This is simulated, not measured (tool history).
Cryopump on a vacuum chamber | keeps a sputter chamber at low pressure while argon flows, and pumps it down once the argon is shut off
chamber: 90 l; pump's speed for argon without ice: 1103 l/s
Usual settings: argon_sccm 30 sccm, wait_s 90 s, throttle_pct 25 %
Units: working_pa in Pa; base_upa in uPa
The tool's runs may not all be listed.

run,hour,argon_sccm,wait_s,throttle_pct,working_pa,base_upa
1,0,30,90,25,0.187,1.19
2,82.6,30,90,25,0.1866,1.19
3,175.7,30,90,25,0.1877,1.24
4,266.2,30,90,25,0.1901,1.31
5,346.9,30,203,25,0.1893,0.85
6,399.5,30,203,25,0.191,0.87
7,480.1,43,83,25,0.2753,1.4
8,529.2,43,83,34,0.2067,1.32
9,605.4,27,90,29,0.1514,1.32
10,665.8,21,51,53,0.068,1.97
# hour 685.3: pump warmed up, emptied and cooled again
11,736.9,30,225,25,0.1846,0.81

4 ways to go on from here, each from the tool as it stands after run 11. What would each give?
A,799.9,30,49,25,?,?
B,799.9,25,171,25,?,?
C,799.9,17,119,19,?,?
D,799.9,35,35,26,?,?

run,working_pa,base_upa
A,0.1861,1.82
B,0.1556,0.93
C,0.1376,1.03
D,0.2094,2.47
Without the tool's hidden state the same runs would have given:
run,working_pa,base_upa
A,0.184,1.59
B,0.1538,0.68
C,0.1364,0.8
D,0.2069,2.23
